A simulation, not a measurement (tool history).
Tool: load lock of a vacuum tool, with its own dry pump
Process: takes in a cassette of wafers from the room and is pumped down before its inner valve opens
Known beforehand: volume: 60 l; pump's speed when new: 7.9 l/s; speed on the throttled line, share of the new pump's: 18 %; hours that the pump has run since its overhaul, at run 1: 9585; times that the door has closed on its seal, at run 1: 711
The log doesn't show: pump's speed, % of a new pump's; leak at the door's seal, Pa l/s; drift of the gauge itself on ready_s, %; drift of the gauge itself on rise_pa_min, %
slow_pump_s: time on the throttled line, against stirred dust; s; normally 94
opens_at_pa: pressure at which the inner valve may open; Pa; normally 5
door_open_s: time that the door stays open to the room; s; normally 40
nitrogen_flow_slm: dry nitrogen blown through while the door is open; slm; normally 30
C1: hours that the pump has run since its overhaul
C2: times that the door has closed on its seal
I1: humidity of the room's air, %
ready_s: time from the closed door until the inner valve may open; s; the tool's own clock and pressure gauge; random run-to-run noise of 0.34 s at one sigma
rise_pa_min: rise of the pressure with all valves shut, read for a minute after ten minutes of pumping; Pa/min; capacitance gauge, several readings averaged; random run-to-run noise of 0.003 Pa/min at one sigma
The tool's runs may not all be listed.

{"run": 1, "day": 0.0, "slow_pump_s": 94, "opens_at_pa": 5, "door_open_s": 40, "nitrogen_flow_slm": 30, "C1": 9585, "C2": 711, "I1": 44.9, "ready_s": 160.2, "rise_pa_min": 0.016}
{"run": 2, "day": 2.267, "slow_pump_s": 94, "opens_at_pa": 5, "door_open_s": 40, "nitrogen_flow_slm": 30, "C1": 9639, "C2": 769, "I1": 44.9, "ready_s": 160.7, "rise_pa_min": 0.019}
{"run": 3, "day": 5.879, "slow_pump_s": 94, "opens_at_pa": 5, "door_open_s": 40, "nitrogen_flow_slm": 30, "C1": 9726, "C2": 862, "I1": 47.4, "ready_s": 161.5, "rise_pa_min": 0.013}
{"run": 4, "day": 10.612, "slow_pump_s": 94, "opens_at_pa": 5, "door_open_s": 40, "nitrogen_flow_slm": 30, "C1": 9839, "C2": 983, "I1": 43.8, "ready_s": 160.5, "rise_pa_min": 0.019}
{"run": 5, "day": 13.625, "slow_pump_s": 94, "opens_at_pa": 5, "door_open_s": 40, "nitrogen_flow_slm": 35, "C1": 9912, "C2": 1061, "I1": 45.5, "ready_s": 160.6, "rise_pa_min": 0.018}
{"run": 6, "day": 15.888, "slow_pump_s": 94, "opens_at_pa": 5, "door_open_s": 40, "nitrogen_flow_slm": 35, "C1": 9966, "C2": 1119, "I1": 47.8, "ready_s": 160.8, "rise_pa_min": 0.022}
{"run": 7, "day": 19.858, "slow_pump_s": 94, "opens_at_pa": 5, "door_open_s": 40, "nitrogen_flow_slm": 35, "C1": 10061, "C2": 1220, "I1": 45.4, "ready_s": 160.4, "rise_pa_min": 0.018}
{"run": 8, "day": 23.912, "slow_pump_s": 94, "opens_at_pa": 5, "door_open_s": 40, "nitrogen_flow_slm": 35, "C1": 10158, "C2": 1324, "I1": 46.7, "ready_s": 160.5, "rise_pa_min": 0.022}
{"run": 9, "day": 26.167, "slow_pump_s": 94, "opens_at_pa": 5, "door_open_s": 40, "nitrogen_flow_slm": 35, "C1": 10213, "C2": 1382, "I1": 42.1, "ready_s": 161, "rise_pa_min": 0.024}
{"run": 10, "day": 30.158, "slow_pump_s": 94, "opens_at_pa": 5, "door_open_s": 40, "nitrogen_flow_slm": 35, "C1": 10308, "C2": 1484, "I1": 44.7, "ready_s": 160.8, "rise_pa_min": 0.021}
{"run": 11, "day": 32.917, "slow_pump_s": 94, "opens_at_pa": 5, "door_open_s": 40, "nitrogen_flow_slm": 35, "C1": 10375, "C2": 1555, "I1": 46.7, "ready_s": 161.3, "rise_pa_min": 0.023}
{"run": 12, "day": 37.429, "slow_pump_s": 94, "opens_at_pa": 5, "door_open_s": 52, "nitrogen_flow_slm": 30, "C1": 10483, "C2": 1671, "I1": 46.5, "ready_s": 160.2, "rise_pa_min": 0.03}
{"run": 13, "day": 40.312, "slow_pump_s": 94, "opens_at_pa": 5, "door_open_s": 111, "nitrogen_flow_slm": 30, "C1": 10552, "C2": 1745, "I1": 43.3, "ready_s": 161.2, "rise_pa_min": 0.036}
{"run": 14, "day": 43.933, "slow_pump_s": 94, "opens_at_pa": 5, "door_open_s": 111, "nitrogen_flow_slm": 30, "C1": 10639, "C2": 1838, "I1": 43.5, "ready_s": 161.1, "rise_pa_min": 0.039}
{"run": 15, "day": 47.921, "slow_pump_s": 94, "opens_at_pa": 5, "door_open_s": 40, "nitrogen_flow_slm": 13, "C1": 10735, "C2": 1940, "I1": 40.7, "ready_s": 161.3, "rise_pa_min": 0.034}
{"run": 16, "day": 51.604, "slow_pump_s": 94, "opens_at_pa": 5, "door_open_s": 40, "nitrogen_flow_slm": 30, "C1": 10823, "C2": 2034, "I1": 43.8, "ready_s": 160.9, "rise_pa_min": 0.031}
{"run": 17, "day": 54.146, "slow_pump_s": 94, "opens_at_pa": 5, "door_open_s": 40, "nitrogen_flow_slm": 30, "C1": 10884, "C2": 2099, "I1": 44.5, "ready_s": 161.2, "rise_pa_min": 0.029}
{"run": 18, "day": 58.296, "slow_pump_s": 94, "opens_at_pa": 5, "door_open_s": 40, "nitrogen_flow_slm": 30, "C1": 10984, "C2": 2206, "I1": 41.3, "ready_s": 161.5, "rise_pa_min": 0.029}
{"day": 60.812, "done": "dry pump taken out, an overhauled one fitted"}
{"run": 19, "day": 61.938, "slow_pump_s": 94, "opens_at_pa": 5, "door_open_s": 40, "nitrogen_flow_slm": 30, "C1": 27, "C2": 2293, "I1": 48.3, "ready_s": 154.1, "rise_pa_min": 0.031}
{"run": 20, "day": 65.692, "slow_pump_s": 94, "opens_at_pa": 5, "door_open_s": 40, "nitrogen_flow_slm": 30, "C1": 117, "C2": 2389, "I1": 45.5, "ready_s": 154.2, "rise_pa_min": 0.033}
{"run": 21, "day": 67.908, "slow_pump_s": 94, "opens_at_pa": 5, "door_open_s": 40, "nitrogen_flow_slm": 30, "C1": 170, "C2": 2446, "I1": 43.7, "ready_s": 154.3, "rise_pa_min": 0.035}
{"run": 22, "day": 70.025, "slow_pump_s": 94, "opens_at_pa": 5, "door_open_s": 40, "nitrogen_flow_slm": 30, "C1": 221, "C2": 2500, "I1": 43.7, "ready_s": 154.3, "rise_pa_min": 0.028}
{"run": 23, "day": 74.642, "slow_pump_s": 138, "opens_at_pa": 7, "door_open_s": 199, "nitrogen_flow_slm": 17, "C1": 332, "C2": 2618, "I1": 45.9, "ready_s": 187.6, "rise_pa_min": 0.078}
{"run": 24, "day": 77.196, "slow_pump_s": 94, "opens_at_pa": 5, "door_open_s": 38, "nitrogen_flow_slm": 8, "C1": 393, "C2": 2684, "I1": 44.5, "ready_s": 154.7, "rise_pa_min": 0.043}
{"run": 25, "day": 81.733, "slow_pump_s": 94, "opens_at_pa": 5, "door_open_s": 115, "nitrogen_flow_slm": 8, "C1": 502, "C2": 2800, "I1": 44.8, "ready_s": 154.4, "rise_pa_min": 0.075}
{"run": 26, "day": 85.292, "slow_pump_s": 94, "opens_at_pa": 5, "door_open_s": 115, "nitrogen_flow_slm": 8, "C1": 587, "C2": 2891, "I1": 43.9, "ready_s": 154.5, "rise_pa_min": 0.076}
{"run": 27, "day": 88.021, "slow_pump_s": 94, "opens_at_pa": 5, "door_open_s": 115, "nitrogen_flow_slm": 8, "C1": 653, "C2": 2961, "I1": 45.5, "ready_s": 155, "rise_pa_min": 0.081}
{"run": 28, "day": 91.942, "slow_pump_s": 94, "opens_at_pa": 5, "door_open_s": 115, "nitrogen_flow_slm": 8, "C1": 747, "C2": 3062, "I1": 42.4, "ready_s": 155, "rise_pa_min": 0.076}
{"run": 29, "day": 96.429, "slow_pump_s": 123, "opens_at_pa": 5, "door_open_s": 115, "nitrogen_flow_slm": 8, "C1": 855, "C2": 3177, "I1": 48.1, "ready_s": 178.3, "rise_pa_min": 0.087}
{"run": 30, "day": 98.546, "slow_pump_s": 123, "opens_at_pa": 5, "door_open_s": 115, "nitrogen_flow_slm": 8, "C1": 906, "C2": 3231, "I1": 46.6, "ready_s": 178.1, "rise_pa_min": 0.087}
{"run": 31, "day": 102.85, "slow_pump_s": 59, "opens_at_pa": 5, "door_open_s": 90, "nitrogen_flow_slm": 30, "C1": 1009, "C2": 3341, "I1": 45.1, "ready_s": 125.9, "rise_pa_min": 0.054}
{"run": 32, "day": 106.917, "slow_pump_s": 59, "opens_at_pa": 5, "door_open_s": 90, "nitrogen_flow_slm": 30, "C1": 1106, "C2": 3446, "I1": 46, "ready_s": 126.4, "rise_pa_min": 0.052}
{"run": 33, "day": 108.846, "slow_pump_s": 88, "opens_at_pa": 6, "door_open_s": 40, "nitrogen_flow_slm": 30, "C1": 1153, "C2": 3495, "I1": 47.2, "ready_s": 148.5, "rise_pa_min": 0.046}
{"run": 34, "day": 111.175, "slow_pump_s": 188, "opens_at_pa": 9, "door_open_s": 40, "nitrogen_flow_slm": 24, "C1": 1209, "C2": 3555, "I1": 43.6, "ready_s": 228, "rise_pa_min": 0.054}
{"run": 35, "day": 114.721, "slow_pump_s": 88, "opens_at_pa": 9, "door_open_s": 39, "nitrogen_flow_slm": 37, "C1": 1294, "C2": 3646, "I1": 46.7, "ready_s": 144.8, "rise_pa_min": 0.04}
{"run": 36, "day": 117.092, "slow_pump_s": 70, "opens_at_pa": 6, "door_open_s": 31, "nitrogen_flow_slm": 9, "C1": 1351, "C2": 3706, "I1": 42.4, "ready_s": 133.9, "rise_pa_min": 0.049}
{"run": 37, "day": 121.246, "slow_pump_s": 85, "opens_at_pa": 7, "door_open_s": 40, "nitrogen_flow_slm": 5, "C1": 1450, "C2": 3813, "I1": 41.5, "ready_s": 145.3, "rise_pa_min": 0.061}

Describe how what the log doesn't record of the tool's condition differs between the last listed run preceding each entry between runs and the first listed run following it.
After run 18, before run 19: dry pump taken out, an overhauled one fitted (day 60.812)
  pump's speed, % of a new pump's: 88.7 -> 98.8; leak at the door's seal, Pa l/s: 0.0182 -> 0.0192
  measured minus no-state result, ready_s: +7.7 -> +0.7 s; rise_pa_min: +0.016 -> +0.017 Pa/min
